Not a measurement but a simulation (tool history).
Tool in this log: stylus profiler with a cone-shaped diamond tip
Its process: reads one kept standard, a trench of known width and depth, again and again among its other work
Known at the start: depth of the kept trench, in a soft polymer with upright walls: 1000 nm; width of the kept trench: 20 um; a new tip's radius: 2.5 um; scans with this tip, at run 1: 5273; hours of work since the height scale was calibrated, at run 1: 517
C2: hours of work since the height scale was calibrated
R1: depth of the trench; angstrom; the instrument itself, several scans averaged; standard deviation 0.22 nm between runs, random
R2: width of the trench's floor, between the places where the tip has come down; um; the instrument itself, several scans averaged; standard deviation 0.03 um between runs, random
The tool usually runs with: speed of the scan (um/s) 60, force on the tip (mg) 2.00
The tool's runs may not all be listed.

{"run": 1, "hour": 0.0, "speed of the scan (um/s)": 60, "force on the tip (mg)": 2.0, "scans with this tip": 5273, "C2": 517, "R1": 10030.6, "R2": 13.62}
{"run": 2, "hour": 21.0, "speed of the scan (um/s)": 63, "force on the tip (mg)": 2.0, "scans with this tip": 5373, "C2": 527, "R1": 10034.7, "R2": 13.59}
{"run": 3, "hour": 32.5, "speed of the scan (um/s)": 60, "force on the tip (mg)": 5.58, "scans with this tip": 5428, "C2": 532, "R1": 10086.1, "R2": 13.69}
{"run": 4, "hour": 43.1, "speed of the scan (um/s)": 60, "force on the tip (mg)": 5.58, "scans with this tip": 5478, "C2": 537, "R1": 10088.6, "R2": 13.6}
{"run": 5, "hour": 57.1, "speed of the scan (um/s)": 51, "force on the tip (mg)": 2.0, "scans with this tip": 5545, "C2": 543, "R1": 10029.5, "R2": 13.57}
{"run": 6, "hour": 72.4, "speed of the scan (um/s)": 60, "force on the tip (mg)": 2.0, "scans with this tip": 5618, "C2": 551, "R1": 10030.5, "R2": 13.51}
{"run": 7, "hour": 87.5, "speed of the scan (um/s)": 60, "force on the tip (mg)": 2.0, "scans with this tip": 5689, "C2": 558, "R1": 10029.1, "R2": 13.46}
{"run": 8, "hour": 109.6, "speed of the scan (um/s)": 18, "force on the tip (mg)": 2.0, "scans with this tip": 5794, "C2": 568, "R1": 10035.4, "R2": 13.54}
{"run": 9, "hour": 119.9, "speed of the scan (um/s)": 18, "force on the tip (mg)": 2.0, "scans with this tip": 5843, "C2": 573, "R1": 10028.2, "R2": 13.5}
{"run": 10, "hour": 139.5, "speed of the scan (um/s)": 161, "force on the tip (mg)": 2.0, "scans with this tip": 5936, "C2": 582, "R1": 10030.1, "R2": 13.23}
{"run": 11, "hour": 160.3, "speed of the scan (um/s)": 161, "force on the tip (mg)": 2.0, "scans with this tip": 6035, "C2": 591, "R1": 10030.1, "R2": 13.2}
{"run": 12, "hour": 172.9, "speed of the scan (um/s)": 161, "force on the tip (mg)": 2.0, "scans with this tip": 6095, "C2": 597, "R1": 10030.5, "R2": 13.14}
{"run": 13, "hour": 186.8, "speed of the scan (um/s)": 60, "force on the tip (mg)": 2.0, "scans with this tip": 6161, "C2": 604, "R1": 10029.2, "R2": 13.32}
{"run": 14, "hour": 198.9, "speed of the scan (um/s)": 60, "force on the tip (mg)": 2.0, "scans with this tip": 6218, "C2": 609, "R1": 10028.6, "R2": 13.3}
{"run": 15, "hour": 216.3, "speed of the scan (um/s)": 60, "force on the tip (mg)": 2.0, "scans with this tip": 6301, "C2": 618, "R1": 10029.5, "R2": 13.25}
{"run": 16, "hour": 234.9, "speed of the scan (um/s)": 60, "force on the tip (mg)": 3.35, "scans with this tip": 6390, "C2": 626, "R1": 10052.1, "R2": 13.28}
{"run": 17, "hour": 251.2, "speed of the scan (um/s)": 60, "force on the tip (mg)": 2.16, "scans with this tip": 6467, "C2": 634, "R1": 10034.5, "R2": 13.18}
{"run": 18, "hour": 271.4, "speed of the scan (um/s)": 60, "force on the tip (mg)": 1.57, "scans with this tip": 6563, "C2": 643, "R1": 10022.9, "R2": 13.19}
{"run": 19, "hour": 287.5, "speed of the scan (um/s)": 60, "force on the tip (mg)": 0.97, "scans with this tip": 6640, "C2": 651, "R1": 10003.1, "R2": 13.08}
{"run": 20, "hour": 306.3, "speed of the scan (um/s)": 60, "force on the tip (mg)": 0.97, "scans with this tip": 6729, "C2": 659, "R1": 10004.5, "R2": 13.05}
{"run": 21, "hour": 329.4, "speed of the scan (um/s)": 96, "force on the tip (mg)": 2.17, "scans with this tip": 6839, "C2": 670, "R1": 10026.5, "R2": 13.01}
{"run": 22, "hour": 348.3, "speed of the scan (um/s)": 96, "force on the tip (mg)": 2.17, "scans with this tip": 6928, "C2": 679, "R1": 10028.1, "R2": 12.99}
{"run": 23, "hour": 360.7, "speed of the scan (um/s)": 80, "force on the tip (mg)": 5.67, "scans with this tip": 6987, "C2": 685, "R1": 10084.5, "R2": 13.08}
{"run": 24, "hour": 375.5, "speed of the scan (um/s)": 19, "force on the tip (mg)": 2.71, "scans with this tip": 7058, "C2": 692, "R1": 10041.2, "R2": 13.07}
{"run": 25, "hour": 397.1, "speed of the scan (um/s)": 19, "force on the tip (mg)": 2.71, "scans with this tip": 7161, "C2": 702, "R1": 10039.7, "R2": 13.06}
{"run": 26, "hour": 406.7, "speed of the scan (um/s)": 19, "force on the tip (mg)": 2.71, "scans with this tip": 7206, "C2": 706, "R1": 10038.3, "R2": 12.99}
{"run": 27, "hour": 424.6, "speed of the scan (um/s)": 19, "force on the tip (mg)": 2.71, "scans with this tip": 7291, "C2": 715, "R1": 10037.9, "R2": 13.04}
{"run": 28, "hour": 443.9, "speed of the scan (um/s)": 19, "force on the tip (mg)": 2.71, "scans with this tip": 7383, "C2": 724, "R1": 10037.1, "R2": 13.0}
{"run": 29, "hour": 454.7, "speed of the scan (um/s)": 19, "force on the tip (mg)": 2.71, "scans with this tip": 7434, "C2": 729, "R1": 10036.4, "R2": 12.92}
{"run": 30, "hour": 475.6, "speed of the scan (um/s)": 21, "force on the tip (mg)": 2.74, "scans with this tip": 7533, "C2": 738, "R1": 10037.6, "R2": 12.98}
{"run": 31, "hour": 489.2, "speed of the scan (um/s)": 21, "force on the tip (mg)": 2.74, "scans with this tip": 7598, "C2": 745, "R1": 10036.7, "R2": 12.93}
{"run": 32, "hour": 510.0, "speed of the scan (um/s)": 140, "force on the tip (mg)": 3.32, "scans with this tip": 7697, "C2": 754, "R1": 10047.3, "R2": 12.71}
{"run": 33, "hour": 528.4, "speed of the scan (um/s)": 140, "force on the tip (mg)": 3.32, "scans with this tip": 7784, "C2": 763, "R1": 10049.9, "R2": 12.7}
{"run": 34, "hour": 541.9, "speed of the scan (um/s)": 18, "force on the tip (mg)": 2.93, "scans with this tip": 7848, "C2": 769, "R1": 10038.5, "R2": 12.84}
{"run": 35, "hour": 555.0, "speed of the scan (um/s)": 37, "force on the tip (mg)": 2.31, "scans with this tip": 7911, "C2": 775, "R1": 10026.4, "R2": 12.76}
{"run": 36, "hour": 571.8, "speed of the scan (um/s)": 57, "force on the tip (mg)": 0.67, "scans with this tip": 7991, "C2": 783, "R1": 9990.3, "R2": 12.59}

Measured minus without-hidden-state, run by run (identical run-to-run variation in each term; gauge scatter may differ):
Hidden conditions of the tool in this case: radius of the tip, um; height scale over the true one, %; drift of the gauge itself on depth_nm, %; drift of the gauge itself on floor_um, %.
run=1 R1=-25.5 R2=-2.24
run=2 R1=-25.9 R2=-2.28
run=3 R1=-26.3 R2=-2.30
run=4 R1=-26.5 R2=-2.32
run=5 R1=-26.7 R2=-2.34
run=6 R1=-27.0 R2=-2.37
run=7 R1=-27.3 R2=-2.39
run=8 R1=-27.8 R2=-2.43
run=9 R1=-28.0 R2=-2.45
run=10 R1=-28.4 R2=-2.48
run=11 R1=-28.8 R2=-2.51
run=12 R1=-29.0 R2=-2.53
run=13 R1=-29.3 R2=-2.55
run=14 R1=-29.5 R2=-2.58
run=15 R1=-30.0 R2=-2.61
run=16 R1=-30.4 R2=-2.64
run=17 R1=-30.6 R2=-2.67
run=18 R1=-31.0 R2=-2.71
run=19 R1=-31.3 R2=-2.73
run=20 R1=-31.7 R2=-2.76
run=21 R1=-32.2 R2=-2.79
run=22 R1=-32.7 R2=-2.83
run=23 R1=-33.1 R2=-2.85
run=24 R1=-33.2 R2=-2.88
run=25 R1=-33.7 R2=-2.91
run=26 R1=-33.8 R2=-2.92
run=27 R1=-34.2 R2=-2.95
run=28 R1=-34.7 R2=-2.97
run=29 R1=-34.9 R2=-2.99
run=30 R1=-35.3 R2=-3.03
run=31 R1=-35.6 R2=-3.05
run=32 R1=-36.0 R2=-3.08
run=33 R1=-36.4 R2=-3.11
run=34 R1=-36.7 R2=-3.13
run=35 R1=-36.9 R2=-3.15
run=36 R1=-37.1 R2=-3.18

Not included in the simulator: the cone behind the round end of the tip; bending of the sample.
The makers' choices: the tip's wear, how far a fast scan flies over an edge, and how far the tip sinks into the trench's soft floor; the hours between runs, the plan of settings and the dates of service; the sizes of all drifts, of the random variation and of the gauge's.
